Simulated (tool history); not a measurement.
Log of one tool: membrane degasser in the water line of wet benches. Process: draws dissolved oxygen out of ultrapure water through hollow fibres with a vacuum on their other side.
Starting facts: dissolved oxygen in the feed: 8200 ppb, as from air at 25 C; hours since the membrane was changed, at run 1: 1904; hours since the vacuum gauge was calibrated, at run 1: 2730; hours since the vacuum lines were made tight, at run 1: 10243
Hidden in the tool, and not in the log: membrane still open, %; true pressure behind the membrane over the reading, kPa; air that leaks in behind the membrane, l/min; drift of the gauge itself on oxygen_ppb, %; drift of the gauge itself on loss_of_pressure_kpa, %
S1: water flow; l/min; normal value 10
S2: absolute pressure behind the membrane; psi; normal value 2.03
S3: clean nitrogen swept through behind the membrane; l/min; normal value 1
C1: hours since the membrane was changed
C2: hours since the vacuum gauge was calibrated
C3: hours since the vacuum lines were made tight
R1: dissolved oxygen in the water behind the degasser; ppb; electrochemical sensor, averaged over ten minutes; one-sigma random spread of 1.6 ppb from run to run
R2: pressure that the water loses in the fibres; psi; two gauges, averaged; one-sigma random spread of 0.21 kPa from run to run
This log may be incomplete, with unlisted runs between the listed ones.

| run | hour | S1 | S2 | S3 | C1 | C2 | C3 | R1 | R2 |
|---|---|---|---|---|---|---|---|---|---|
| 1 | 0 | 10 | 2.03 | 1 | 1904 | 2730 | 10243 | 265 | 7.33 |
| 2 | 29 | 10 | 2.03 | 1 | 1933 | 2759 | 10272 | 264.8 | 7.397 |
| 3 | 62.7 | 10 | 2.03 | 1 | 1966 | 2792 | 10306 | 264.8 | 7.317 |
| 4 | 93.5 | 10 | 2.03 | 1 | 1997 | 2823 | 10336 | 265.5 | 7.361 |
| 5 | 134.7 | 10 | 2.03 | 1 | 2038 | 2864 | 10377 | 266.8 | 7.38 |
| 6 | 174.4 | 10 | 2.03 | 1 | 2078 | 2904 | 10417 | 264.6 | 7.352 |
| 7 | 195.9 | 10 | 2.03 | 1 | 2100 | 2926 | 10439 | 263 | 7.32 |
| 8 | 235.2 | 10 | 2.03 | 1 | 2139 | 2965 | 10478 | 266.1 | 7.326 |
|  | 239.4 | vacuum gauge calibrated |
| 9 | 273 | 10 | 2.03 | 1 | 2176 | 34 | 10515 | 267.6 | 7.342 |
| 10 | 313.3 | 10 | 2.03 | 1 | 2216 | 74 | 10556 | 267.4 | 7.292 |
| 11 | 346.5 | 10 | 2.03 | 1 | 2250 | 107 | 10589 | 262.6 | 7.326 |
| 12 | 383.7 | 10 | 2.6 | 1 | 2287 | 144 | 10626 | 354.4 | 7.342 |
| 13 | 404.6 | 10 | 2.6 | 1 | 2308 | 165 | 10647 | 358.6 | 7.337 |
| 14 | 437.1 | 9 | 4.32 | 1 | 2340 | 198 | 10679 | 570.6 | 6.596 |
| 15 | 469.7 | 13 | 2.51 | 0.52 | 2373 | 230 | 10712 | 729 | 9.529 |
|  | 507.8 | vacuum gauge calibrated, once more |
| 16 | 507.8 | 15 | 1.96 | 0.6 | 2410 | 0 | 10750 | 544.8 | 11.055 |
| 17 | 531.9 | 15 | 2.8 | 0.6 | 2435 | 24 | 10774 | 813.4 | 11.014 |
| 18 | 558.5 | 8 | 1.31 | 2.44 | 2461 | 51 | 10800 | 51.4 | 5.89 |
| 19 | 589.3 | 8 | 1.31 | 2.44 | 2492 | 82 | 10831 | 52.3 | 5.857 |
| 20 | 627.2 | 8 | 1.31 | 2.44 | 2530 | 119 | 10869 | 51.7 | 5.838 |
| 21 | 654.4 | 9 | 5.08 | 1.72 | 2557 | 147 | 10896 | 414.6 | 6.601 |
| 22 | 680.6 | 12 | 1.74 | 0.52 | 2583 | 173 | 10922 | 445.3 | 8.857 |
| 23 | 720.2 | 12 | 1.74 | 0.52 | 2623 | 212 | 10962 | 443.8 | 8.797 |
| 24 | 766.4 | 10 | 3.07 | 2.99 | 2669 | 259 | 11008 | 158.4 | 7.41 |

Predict each of these 3 candidate next runs independently; none follows another, all start after run 24:
| A | 810.3 | 10 | 3.07 | 0.4 | 2713 | 303 | 11052 | ? | ? |
| B | 810.3 | 10 | 3.07 | 2.24 | 2713 | 303 | 11052 | ? | ? |
| C | 810.3 | 7 | 2.03 | 2.08 | 2713 | 303 | 11052 | ? | ? |

| run | R1 | R2 |
|---|---|---|
| A | 910.3 | 7.395 |
| B | 208.1 | 7.348 |
| C | 97.3 | 5.172 |
Without the tool's unlogged condition, the same runs would have read:
| run | R1 | R2 |
|---|---|---|
| A | 884.3 | 7.3 |
| B | 195.6 | 7.252 |
| C | 88.9 | 5.105 |

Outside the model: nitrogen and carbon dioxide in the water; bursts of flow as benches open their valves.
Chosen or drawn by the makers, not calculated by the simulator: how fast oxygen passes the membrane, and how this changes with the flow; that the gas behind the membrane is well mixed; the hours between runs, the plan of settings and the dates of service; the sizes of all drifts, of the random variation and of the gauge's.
